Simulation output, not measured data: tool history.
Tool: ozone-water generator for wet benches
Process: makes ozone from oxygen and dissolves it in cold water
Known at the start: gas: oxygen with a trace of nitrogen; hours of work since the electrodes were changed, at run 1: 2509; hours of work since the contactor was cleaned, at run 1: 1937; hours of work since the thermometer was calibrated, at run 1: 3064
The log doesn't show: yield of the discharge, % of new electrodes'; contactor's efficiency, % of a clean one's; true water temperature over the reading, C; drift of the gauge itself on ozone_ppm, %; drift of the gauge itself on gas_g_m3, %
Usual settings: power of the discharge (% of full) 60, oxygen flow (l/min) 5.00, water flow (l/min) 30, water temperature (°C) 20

| run | hour | power of the discharge (% of full) | oxygen flow (l/min) | water flow (l/min) | water temperature (°C) | hours of work since the electrodes were changed | hours of work since the contactor was cleaned | hours of work since the thermometer was calibrated | dissolved ozone (ppm) | ozone in the gas ahead of the water (g/m3) |
|---|---|---|---|---|---|---|---|---|---|---|
| 1 | 0.0 | 60 | 5.00 | 30 | 20 | 2509 | 1937 | 3064 | 16.6 | 202.8 |
| 2 | 103.8 | 60 | 5.00 | 30 | 20 | 2603 | 2032 | 3158 | 16.4 | 202.1 |
| 3 | 158.7 | 60 | 5.00 | 30 | 20 | 2653 | 2082 | 3208 | 16.3 | 201.0 |
| 4 | 252.9 | 60 | 5.00 | 30 | 20 | 2739 | 2168 | 3294 | 16.4 | 200.4 |
| 5 | 315.3 | 60 | 5.00 | 30 | 20 | 2796 | 2225 | 3351 | 16.5 | 202.0 |
| 6 | 380.3 | 60 | 5.00 | 30 | 20 | 2855 | 2284 | 3410 | 16.1 | 200.6 |
|  | 385.9 | water thermometer calibrated |
| 7 | 458.9 | 95 | 5.00 | 30 | 24 | 2926 | 2355 | 66 | 21.6 | 280.6 |
| 8 | 535.1 | 54 | 7.67 | 31 | 12 | 2995 | 2424 | 136 | 15.8 | 141.2 |
| 9 | 640.5 | 54 | 7.67 | 31 | 12 | 3091 | 2520 | 232 | 16.2 | 141.1 |
|  | 695.9 | water thermometer calibrated, once more |
| 10 | 714.3 | 60 | 5.00 | 32 | 24 | 3158 | 2587 | 17 | 14.5 | 198.6 |
| 11 | 819.8 | 57 | 6.70 | 32 | 24 | 3254 | 2683 | 113 | 13.9 | 160.8 |
| 12 | 882.4 | 64 | 3.23 | 30 | 25 | 3311 | 2740 | 170 | 15.7 | 273.1 |

Forecast each of these 3 alternatives for the next run:
| A | 970.8 | 60 | 5.21 | 45 | 20 | 3392 | 2821 | 250 | ? | ? |
| B | 970.8 | 76 | 3.23 | 30 | 25 | 3392 | 2821 | 250 | ? | ? |
| C | 970.8 | 97 | 3.23 | 20 | 25 | 3392 | 2821 | 250 | ? | ? |

| run | dissolved ozone (ppm) | ozone in the gas ahead of the water (g/m3) |
|---|---|---|
| A | 10.5 | 193.4 |
| B | 17.8 | 307.8 |
| C | 31.2 | 370.4 |
Without the tool's hidden state the same runs would have given:
| run | dissolved ozone (ppm) | ozone in the gas ahead of the water (g/m3) |
|---|---|---|
| A | 11.8 | 210.4 |
| B | 20.2 | 340.5 |
| C | 35.8 | 417.0 |
